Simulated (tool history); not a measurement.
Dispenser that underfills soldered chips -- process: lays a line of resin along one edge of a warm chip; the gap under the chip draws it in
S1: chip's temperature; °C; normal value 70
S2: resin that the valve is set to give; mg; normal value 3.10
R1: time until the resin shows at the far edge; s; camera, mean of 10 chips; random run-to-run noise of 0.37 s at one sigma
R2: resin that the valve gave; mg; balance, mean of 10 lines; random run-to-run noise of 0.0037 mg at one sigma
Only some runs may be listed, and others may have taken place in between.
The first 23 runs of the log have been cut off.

run,hour,S1,S2,R1,R2
# hour 181.3: new syringe of resin
24,183.4,55,3.06,45.3,3.037
25,193.0,70,3.12,29.6,3.087
# hour 195.5: new syringe of resin
26,198.8,70,3.10,24.5,3.067
27,208.0,56,3.83,54.1,3.774
# hour 209.4: new syringe of resin
28,213.6,70,3.53,23.6,3.484
29,222.2,70,2.95,31.1,2.902
# hour 223.3: new syringe of resin
30,226.9,70,2.95,24.4,2.903
31,231.3,70,2.95,26.3,2.897
# hour 236.9: new syringe of resin
32,238.8,72,3.76,21.6,3.684
33,243.1,61,2.87,37.9,2.807
# hour 250.6: new syringe of resin
34,251.3,56,3.10,39.9,3.035
# hour 254.0: dispensing valve cleaned and set on the balance
35,262.7,77,2.68,23.6,2.683

Forecast each of these 3 alternatives for the next run:
# hour 265.3: new syringe of resin
A,270.3,73,3.11,?,?
# hour 265.3: new syringe of resin
B,270.3,62,3.70,?,?
# hour 265.3: new syringe of resin
C,270.3,70,3.62,?,?

run,R1,R2
A,22.2,3.106
B,35.0,3.705
C,25.3,3.617
Take away the tool's hidden state, keep each run's random variation, and the runs would have read:
run,R1,R2
A,19.0,3.107
B,30.0,3.706
C,21.7,3.618

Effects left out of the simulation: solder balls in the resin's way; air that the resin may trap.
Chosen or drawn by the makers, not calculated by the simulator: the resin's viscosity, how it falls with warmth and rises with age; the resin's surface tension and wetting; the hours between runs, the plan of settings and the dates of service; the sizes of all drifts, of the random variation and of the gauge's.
